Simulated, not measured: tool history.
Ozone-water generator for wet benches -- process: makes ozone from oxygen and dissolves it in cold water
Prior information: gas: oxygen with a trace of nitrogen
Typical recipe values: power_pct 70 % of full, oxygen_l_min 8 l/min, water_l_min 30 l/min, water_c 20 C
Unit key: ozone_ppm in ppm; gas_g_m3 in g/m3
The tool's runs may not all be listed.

Run 1, hour 0: usual settings. Result: ozone_ppm 17 ppm, gas_g_m3 144.6 g/m3.
Run 2, hour 93.7: usual settings. Result: ozone_ppm 17 ppm, gas_g_m3 145.9 g/m3.
Run 3, hour 163.9: usual settings. Result: ozone_ppm 16.6 ppm, gas_g_m3 142.8 g/m3.
Run 4, hour 269.8: usual settings but oxygen_l_min 5.84 l/min. Result: ozone_ppm 15.5 ppm, gas_g_m3 163 g/m3.
Run 5, hour 347.2: usual settings but oxygen_l_min 5.84 l/min. Result: ozone_ppm 15.8 ppm, gas_g_m3 162.6 g/m3.
Run 6, hour 445.2: usual settings but oxygen_l_min 5.84 l/min. Result: ozone_ppm 15.5 ppm, gas_g_m3 159.3 g/m3.
Run 7, hour 544: usual settings but oxygen_l_min 5.84 l/min. Result: ozone_ppm 15.7 ppm, gas_g_m3 162.7 g/m3.
Run 8, hour 672.2: usual settings but oxygen_l_min 5.84 l/min. Result: ozone_ppm 15.5 ppm, gas_g_m3 161.1 g/m3.
Run 9, hour 759.4: usual settings but oxygen_l_min 5.84 l/min. Result: ozone_ppm 15.7 ppm, gas_g_m3 162.4 g/m3.
Run 10, hour 820.8: usual settings. Result: ozone_ppm 16.3 ppm, gas_g_m3 143.3 g/m3.
Run 11, hour 961.7: usual settings. Result: ozone_ppm 16.4 ppm, gas_g_m3 144.6 g/m3.
Run 12, hour 1095.7: usual settings but power_pct 54 % of full. Result: ozone_ppm 13.7 ppm, gas_g_m3 118.3 g/m3.
Run 13, hour 1183.3: usual settings but oxygen_l_min 4.35 l/min. Result: ozone_ppm 14.4 ppm, gas_g_m3 177.9 g/m3.
Run 14, hour 1317: usual settings but oxygen_l_min 4.35 l/min. Result: ozone_ppm 14 ppm, gas_g_m3 178.4 g/m3.
Run 15, hour 1379.7: usual settings but water_c 15 C. Result: ozone_ppm 17.8 ppm, gas_g_m3 143.9 g/m3.
Run 16, hour 1522.6: usual settings but water_c 15 C. Result: ozone_ppm 17.7 ppm, gas_g_m3 142.3 g/m3.
Run 17, hour 1615.5: usual settings but oxygen_l_min 4.76 l/min. Result: ozone_ppm 14.4 ppm, gas_g_m3 171.3 g/m3.
Run 18, hour 1741.3: usual settings but oxygen_l_min 4.76 l/min. Result: ozone_ppm 14.3 ppm, gas_g_m3 170.8 g/m3.
Run 19, hour 1806.5: usual settings but oxygen_l_min 4.76 l/min. Result: ozone_ppm 14.5 ppm, gas_g_m3 171.3 g/m3.
Run 20, hour 1881.2: usual settings but oxygen_l_min 4.76 l/min. Result: ozone_ppm 14.3 ppm, gas_g_m3 172.1 g/m3.
Run 21, hour 2003.2: usual settings but water_c 28 C. Result: ozone_ppm 14.3 ppm, gas_g_m3 142.2 g/m3.
Run 22, hour 2065.8: usual settings but water_c 28 C. Result: ozone_ppm 14.3 ppm, gas_g_m3 142.2 g/m3.
Run 23, hour 2137.4: usual settings but water_c 28 C. Result: ozone_ppm 14.2 ppm, gas_g_m3 141.1 g/m3.
Run 24, hour 2279.6: usual settings but power_pct 58 % of full, oxygen_l_min 4.98 l/min, water_l_min 28 l/min, water_c 15 C. Result: ozone_ppm 14.3 ppm, gas_g_m3 145.6 g/m3.
Run 25, hour 2418.4: usual settings but power_pct 47 % of full, oxygen_l_min 4.98 l/min, water_l_min 28 l/min, water_c 27 C. Result: ozone_ppm 10.5 ppm, gas_g_m3 125.4 g/m3.
Run 26, hour 2513.3: usual settings but power_pct 47 % of full, oxygen_l_min 4.98 l/min, water_l_min 28 l/min, water_c 27 C. Result: ozone_ppm 10.7 ppm, gas_g_m3 126.7 g/m3.
Run 27, hour 2599.7: usual settings but power_pct 47 % of full, oxygen_l_min 4.98 l/min, water_l_min 28 l/min, water_c 27 C. Result: ozone_ppm 10.5 ppm, gas_g_m3 124.7 g/m3.
Run 28, hour 2737.1: usual settings but oxygen_l_min 9.3 l/min, water_c 13 C. Result: ozone_ppm 18.2 ppm, gas_g_m3 135.4 g/m3.
Run 29, hour 2827.4: usual settings but oxygen_l_min 10.07 l/min, water_l_min 46 l/min, water_c 13 C. Result: ozone_ppm 12.6 ppm, gas_g_m3 128.9 g/m3.
Run 30, hour 2959.8: usual settings but power_pct 75 % of full. Result: ozone_ppm 16.8 ppm, gas_g_m3 147.6 g/m3.
Run 31, hour 3040.7: usual settings but power_pct 52 % of full, water_c 17 C. Result: ozone_ppm 13.6 ppm, gas_g_m3 114 g/m3.
At hour 3104.6: contactor cleaned.
Run 32, hour 3119.7: usual settings but power_pct 52 % of full, water_l_min 24 l/min, water_c 16 C. Result: ozone_ppm 17 ppm, gas_g_m3 114.4 g/m3.
Run 33, hour 3245.2: usual settings but power_pct 56 % of full, water_l_min 24 l/min, water_c 13 C. Result: ozone_ppm 18.5 ppm, gas_g_m3 119.2 g/m3.
Run 34, hour 3383.8: usual settings but power_pct 56 % of full, water_l_min 24 l/min, water_c 13 C. Result: ozone_ppm 18.6 ppm, gas_g_m3 120.6 g/m3.

Predict each of these 3 candidate next runs independently; none follows another, all start after run 34:
Run A, hour 3460.5: usual settings but power_pct 49 % of full, oxygen_l_min 10.42 l/min, water_l_min 34 l/min, water_c 13 C. Result: ozone_ppm ?, gas_g_m3 ?.
Run B, hour 3460.5: usual settings but power_pct 79 % of full, oxygen_l_min 4.98 l/min. Result: ozone_ppm ?, gas_g_m3 ?.
Run C, hour 3460.5: usual settings but power_pct 88 % of full, oxygen_l_min 11.65 l/min, water_l_min 24 l/min, water_c 13 C. Result: ozone_ppm ?, gas_g_m3 ?.

run  ozone_ppm  gas_g_m3
  A       13.5      99.2
  B       15.8     179.5
  C       26.7     143.3
Take away the tool's hidden state, keep each run's random variation, and the runs would have read:
run  ozone_ppm  gas_g_m3
  A       14.2     103.6
  B       16.9     191.1
  C       28.7     153.3

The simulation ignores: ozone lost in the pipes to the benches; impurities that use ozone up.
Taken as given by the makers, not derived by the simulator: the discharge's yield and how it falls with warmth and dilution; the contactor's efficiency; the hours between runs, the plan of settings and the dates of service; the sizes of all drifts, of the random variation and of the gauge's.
